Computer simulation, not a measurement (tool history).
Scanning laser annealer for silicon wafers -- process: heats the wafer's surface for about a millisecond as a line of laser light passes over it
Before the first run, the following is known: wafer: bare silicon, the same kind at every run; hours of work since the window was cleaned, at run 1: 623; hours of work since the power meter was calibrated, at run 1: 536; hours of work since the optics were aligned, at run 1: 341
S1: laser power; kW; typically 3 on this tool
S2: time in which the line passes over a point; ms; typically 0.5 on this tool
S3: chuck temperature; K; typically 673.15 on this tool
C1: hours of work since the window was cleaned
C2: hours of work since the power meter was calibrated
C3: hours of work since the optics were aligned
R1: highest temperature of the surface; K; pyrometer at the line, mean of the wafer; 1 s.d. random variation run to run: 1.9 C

run,day,S1,S2,S3,C1,C2,C3,R1
1,0,3,0.5,673.15,623,536,341,1439.15
2,0.592,3,0.5,673.15,633,545,351,1440.15
3,1.646,3,0.5,673.15,650,562,368,1440.15
4,2.304,3,0.5,673.15,661,573,378,1439.15
5,2.833,3,0.5,673.15,669,582,387,1438.15
6,3.583,3,0.571,673.15,681,594,399,1482.15
7,4.508,3,0.571,673.15,696,609,414,1479.15
8,5.083,3,0.5,673.15,706,618,423,1437.15
9,5.638,3,0.5,673.15,715,627,432,1434.15
10,6.562,3,0.372,673.15,730,642,447,1342.15
11,7.512,3.082,0.5,673.15,745,657,462,1453.15
12,8.279,3.082,0.5,673.15,757,670,475,1451.15
13,9.012,3.082,0.5,673.15,769,681,487,1451.15
14,9.783,3.082,0.376,655.15,782,694,499,1343.15
15,10.367,2.62,0.467,702.15,791,703,509,1343.15
16,10.95,2.916,0.36,671.15,800,713,518,1309.15
17,11.783,2.744,0.553,693.15,814,726,531,1412.15
18,12.238,2.744,0.553,693.15,821,734,539,1412.15
19,12.858,2.744,0.553,693.15,831,744,549,1410.15
20,13.446,2.909,0.553,693.15,841,753,558,1452.15
21,14.175,2.909,0.553,693.15,853,765,570,1453.15
22,15.038,2.909,0.553,693.15,866,779,584,1455.15
23,16.042,3.055,0.529,708.15,883,795,600,1490.15
# day 16.988: window over the wafer cleaned
24,17.1,3.055,0.529,675.15,2,811,616,1507.15
25,17.829,3.055,0.529,675.15,14,823,628,1502.15

Results for each run, recomputed without the tool's hidden state and with each run's random variation untouched:
Hidden conditions of the tool in this case: light that passes the window, % of a clean one's; laser's true power over the reading, %; width of the line over the set one, %; drift of the gauge itself on peak_c, C.
run,R1
1,1480.15
2,1482.15
3,1483.15
4,1483.15
5,1482.15
6,1530.15
7,1527.15
8,1484.15
9,1482.15
10,1385.15
11,1504.15
12,1502.15
13,1504.15
14,1390.15
15,1388.15
16,1354.15
17,1464.15
18,1464.15
19,1462.15
20,1508.15
21,1510.15
22,1513.15
23,1551.15
24,1520.15
25,1516.15

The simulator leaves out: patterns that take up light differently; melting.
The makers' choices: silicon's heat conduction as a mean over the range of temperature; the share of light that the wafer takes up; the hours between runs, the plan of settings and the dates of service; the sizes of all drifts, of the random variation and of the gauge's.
